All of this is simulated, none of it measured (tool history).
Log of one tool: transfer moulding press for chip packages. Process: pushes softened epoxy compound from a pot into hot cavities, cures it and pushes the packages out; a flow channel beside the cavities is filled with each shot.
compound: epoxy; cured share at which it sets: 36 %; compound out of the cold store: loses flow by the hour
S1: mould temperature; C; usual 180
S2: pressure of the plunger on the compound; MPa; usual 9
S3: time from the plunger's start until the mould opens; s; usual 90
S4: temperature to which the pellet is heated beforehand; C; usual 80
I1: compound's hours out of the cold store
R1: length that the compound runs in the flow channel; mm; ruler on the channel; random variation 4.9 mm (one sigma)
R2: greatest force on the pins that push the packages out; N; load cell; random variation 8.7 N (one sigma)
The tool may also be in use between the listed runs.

run    hour   S1    S2   S3  S4    I1   R1   R2
  1       0  180     9   90  80  46.2  412  563
        7.6  -- cavities cleaned with cleaning compound and waxed
  2    58.7  180     9  108  80  40.9  432  559
         76  -- cavities cleaned with cleaning compound and waxed
       89.4  -- plunger's sealing rings changed
  3   125.9  180     9  108  80  33.9  482  479
      146.3  -- cavities cleaned with cleaning compound and waxed
  4   175.7  180     9  108  80  31.4  488  456
      218.1  -- cavities cleaned with cleaning compound and waxed
  5   219.6  180     9  124  80  31.4  477  340
  6   270.5  180     9  124  80  21.5  503  492
        287  -- cavities cleaned with cleaning compound and waxed
  7   333.2  180     9   90  82  33.8  469  546
      355.8  -- cavities cleaned with cleaning compound and waxed
  8   372.9  180     9   90  82    27  482  503
      404.9  -- cavities cleaned with cleaning compound and waxed, once more
  9   414.3  180     9   76  80  41.2  437  599
 10   457.4  180     9   76  80  17.4  509  819
      476.5  -- mould's thermocouples calibrated
        478  -- cavities cleaned with cleaning compound and waxed
 11   517.1  180     9   90  80  16.5  507  564
      547.1  -- cavities cleaned with cleaning compound and waxed
      576.5  -- plunger's sealing rings changed
 12   576.5  180     9   90  80  13.6  543  523
      621.5  -- cavities cleaned with cleaning compound and waxed
 13   636.5  180     9   88  80    33  486  476
 14   687.2  180  7.07  116  80  20.6  455  497
      691.7  -- cavities cleaned with cleaning compound and waxed
 15   729.2  188  9.85  105  80    44  461  447
      762.5  -- cavities cleaned with cleaning compound and waxed
 16   769.8  180     9  126  80  46.1  433  356
 17   807.4  180     9  126  80  43.9  444  471
      834.5  -- cavities cleaned with cleaning compound and waxed
 18   862.9  180     9   90  80  23.4  495  522
      902.1  -- cavities cleaned with cleaning compound and waxed
 19   902.1  180     9   90  80  26.4  467  405
 20   947.6  180     9   90  80  19.1  501  548
      971.9  -- cavities cleaned with cleaning compound and waxed
 21  1003.5  180  6.95  111  70  17.9  433  468
     1041.6  -- cavities cleaned with cleaning compound and waxed
       1063  -- plunger's sealing rings changed
 22  1066.6  186  6.95   95  72  43.6  399  423
 23  1097.2  186  6.95   95  72  30.9  429  502
     1114.4  -- cavities cleaned with cleaning compound and waxed
 24  1159.4  180     9  125  72  36.4  472  480
     1183.3  -- cavities cleaned with cleaning compound and waxed
 25  1220.8  180     9  125  72  40.7  463  459

Forecast each of these 3 alternatives for the next run:
     1252.1  -- cavities cleaned with cleaning compound and waxed
  A  1259.6  180  10.42   72  71    36   ?   ?
     1252.1  -- cavities cleaned with cleaning compound and waxed
  B  1259.6  180   7.93  125  72    20   ?   ?
     1252.1  -- cavities cleaned with cleaning compound and waxed
  C  1259.6  183      9  125  72  12.3   ?   ?

run   R1   R2
  A  502  670
  B  477  377
  C  532  366
Without the tool's hidden state the same runs would have given:
run   R1   R2
  A  521  578
  B  495  342
  C  551  333

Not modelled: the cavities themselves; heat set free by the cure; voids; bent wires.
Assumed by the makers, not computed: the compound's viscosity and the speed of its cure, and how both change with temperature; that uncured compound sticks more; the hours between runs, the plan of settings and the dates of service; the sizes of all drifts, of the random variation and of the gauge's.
